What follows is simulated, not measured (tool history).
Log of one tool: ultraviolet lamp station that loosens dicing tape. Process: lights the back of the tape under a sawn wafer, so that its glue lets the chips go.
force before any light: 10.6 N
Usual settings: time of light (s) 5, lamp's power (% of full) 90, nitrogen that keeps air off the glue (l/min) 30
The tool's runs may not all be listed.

run     day  time of light (s)  lamp's power (% of full)  nitrogen that keeps air off the glue (l/min)  force that peels the tape off (N)  light that reached the tape (mJ/cm2)
  1   0.000                  5                        90                                            30                              0.495                                   653
  2   1.075                  5                        90                                            30                              0.487                                   656
      1.354  -- window cleaned of glue's vapour
  3   2.233                  5                        90                                            30                              0.499                                   650
  4   3.208                  5                        90                                            30                              0.465                                   651
  5   4.508                  5                        90                                            30                              0.503                                   648
  6   5.425                  5                        90                                            30                              0.476                                   646
  7   6.750                  5                        90                                            30                              0.485                                   645
  8   7.742                  5                        90                                            30                              0.502                                   641
  9   8.638                  5                        90                                            30                              0.491                                   646
 10   9.292                  5                        90                                            49                              0.368                                   644
 11  10.312                  5                        90                                            49                              0.353                                   643

Forecast run 12:
 12  11.450                  5                        90                                            30                                  ?                                     ?

force that peels the tape off (N): 0.504
light that reached the tape (mJ/cm2): 643
With the hidden condition absent and the run-to-run variation left alone, this run would have shown force that peels the tape off (N) 0.502, light that reached the tape (mJ/cm2) 655.

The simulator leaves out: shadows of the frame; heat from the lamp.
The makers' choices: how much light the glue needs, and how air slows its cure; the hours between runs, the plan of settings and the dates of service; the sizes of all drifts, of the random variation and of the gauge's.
